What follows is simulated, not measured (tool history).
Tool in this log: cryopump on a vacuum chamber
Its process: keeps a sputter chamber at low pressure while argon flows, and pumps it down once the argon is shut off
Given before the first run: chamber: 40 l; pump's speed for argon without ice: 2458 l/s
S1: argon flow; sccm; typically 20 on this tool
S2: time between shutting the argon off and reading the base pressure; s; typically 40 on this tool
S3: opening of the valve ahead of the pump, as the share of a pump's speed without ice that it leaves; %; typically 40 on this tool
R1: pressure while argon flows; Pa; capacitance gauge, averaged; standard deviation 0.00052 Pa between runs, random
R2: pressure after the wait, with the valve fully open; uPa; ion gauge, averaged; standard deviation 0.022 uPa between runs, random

Run 1, hour 0.0: usual settings. Result: R1 0.0332 Pa, R2 1.08 uPa.
Run 2, hour 27.4: usual settings. Result: R1 0.0354 Pa, R2 1.07 uPa.
Run 3, hour 81.2: usual settings. Result: R1 0.0342 Pa, R2 1.07 uPa.
Run 4, hour 131.9: usual settings. Result: R1 0.0350 Pa, R2 1.08 uPa.
Run 5, hour 170.9: usual settings. Result: R1 0.0356 Pa, R2 1.12 uPa.
Run 6, hour 216.0: usual settings. Result: R1 0.0359 Pa, R2 1.10 uPa.
Run 7, hour 262.1: usual settings. Result: R1 0.0359 Pa, R2 1.18 uPa.
Run 8, hour 292.7: usual settings. Result: R1 0.0358 Pa, R2 1.12 uPa.
Run 9, hour 334.5: usual settings but S2 23 s. Result: R1 0.0364 Pa, R2 1.53 uPa.
Run 10, hour 394.5: usual settings. Result: R1 0.0358 Pa, R2 1.20 uPa.
Run 11, hour 427.3: usual settings but S1 19 sccm. Result: R1 0.0332 Pa, R2 1.12 uPa.
Run 12, hour 468.2: usual settings but S1 19 sccm. Result: R1 0.0349 Pa, R2 1.14 uPa.
Run 13, hour 499.9: usual settings but S1 19 sccm. Result: R1 0.0354 Pa, R2 1.17 uPa.
Run 14, hour 545.5: usual settings but S1 29 sccm. Result: R1 0.0533 Pa, R2 1.24 uPa.
Run 15, hour 591.3: usual settings but S1 29 sccm. Result: R1 0.0540 Pa, R2 1.23 uPa.
Run 16, hour 652.7: usual settings but S1 29 sccm. Result: R1 0.0543 Pa, R2 1.27 uPa.
At hour 691.7: pump warmed up, emptied and cooled again.
Run 17, hour 691.7: usual settings. Result: R1 0.0350 Pa, R2 1.08 uPa.
Run 18, hour 728.1: usual settings but S1 22 sccm, S2 115 s. Result: R1 0.0380 Pa, R2 0.80 uPa.
Run 19, hour 778.4: usual settings but S2 44 s. Result: R1 0.0349 Pa, R2 1.04 uPa.
Run 20, hour 807.1: usual settings but S2 44 s. Result: R1 0.0350 Pa, R2 1.09 uPa.
Run 21, hour 859.1: usual settings but S2 44 s. Result: R1 0.0346 Pa, R2 1.09 uPa.
Run 22, hour 892.3: usual settings but S2 44 s. Result: R1 0.0356 Pa, R2 1.10 uPa.
Run 23, hour 924.3: usual settings but S2 44 s, S3 21 %. Result: R1 0.0666 Pa, R2 1.13 uPa.
Run 24, hour 951.3: usual settings but S2 44 s, S3 21 %. Result: R1 0.0667 Pa, R2 1.17 uPa.
Run 25, hour 1006.3: usual settings but S1 28 sccm, S2 44 s, S3 45 %. Result: R1 0.0445 Pa, R2 1.15 uPa.
Run 26, hour 1051.5: usual settings but S1 28 sccm, S2 44 s, S3 45 %. Result: R1 0.0451 Pa, R2 1.22 uPa.
Run 27, hour 1083.6: usual settings but S1 28 sccm, S2 44 s, S3 45 %. Result: R1 0.0462 Pa, R2 1.14 uPa.
Run 28, hour 1114.4: usual settings but S1 10 sccm, S2 44 s, S3 16 %. Result: R1 0.0439 Pa, R2 1.19 uPa.
Run 29, hour 1179.6: usual settings but S1 10 sccm, S2 48 s, S3 51 %. Result: R1 0.0159 Pa, R2 1.17 uPa.
Run 30, hour 1229.9: usual settings but S1 10 sccm, S2 35 s. Result: R1 0.0179 Pa, R2 1.34 uPa.
Run 31, hour 1283.2: usual settings but S1 10 sccm, S2 35 s. Result: R1 0.0177 Pa, R2 1.33 uPa.
Run 32, hour 1323.7: usual settings but S1 10 sccm, S2 35 s. Result: R1 0.0183 Pa, R2 1.42 uPa.
Run 33, hour 1359.8: usual settings but S1 38 sccm, S2 73 s. Result: R1 0.0708 Pa, R2 1.13 uPa.
At hour 1380.4: pump warmed up, emptied and cooled again.
At hour 1396.1: leaking fittings of the chamber tightened, without venting.
Run 34, hour 1397.7: usual settings but S1 38 sccm, S2 73 s. Result: R1 0.0658 Pa, R2 0.35 uPa.

A few steps of R1 between consecutive runs. Split each: what settings, incoming material and random variation would produce without the hidden state, and what is left over for the hidden state, along with gauge scatter present in only one of the two compared results (measured, and without hidden state):
Hidden conditions of the tool in this case: pump's speed, % of a pump's without ice; cold plate's temperature, K; leak into the chamber, uPa l/s; drift of the gauge itself on working_pa, %; drift of the gauge itself on base_upa, %.
Run 16 -> 17: S1 29 -> 20, pump warmed up, emptied and cooled again. R1 -0.0193 Pa: hidden state -0.0041, all else -0.0152.
Run 22 -> 23: S3 40 -> 21. R1 +0.0310 Pa: hidden state +0.0001, all else +0.0309.
Run 28 -> 29: S2 44 -> 48, S3 16 -> 51. R1 -0.0280 Pa: hidden state +0.0001, all else -0.0281.
Run 32 -> 33: S1 10 -> 38, S2 35 -> 73. R1 +0.0525 Pa: hidden state +0.0043, all else +0.0482.
Run 33 -> 34: pump warmed up, emptied and cooled again, leaking fittings of the chamber tightened, without venting. R1 -0.0050 Pa: hidden state -0.0053, all else +0.0003.

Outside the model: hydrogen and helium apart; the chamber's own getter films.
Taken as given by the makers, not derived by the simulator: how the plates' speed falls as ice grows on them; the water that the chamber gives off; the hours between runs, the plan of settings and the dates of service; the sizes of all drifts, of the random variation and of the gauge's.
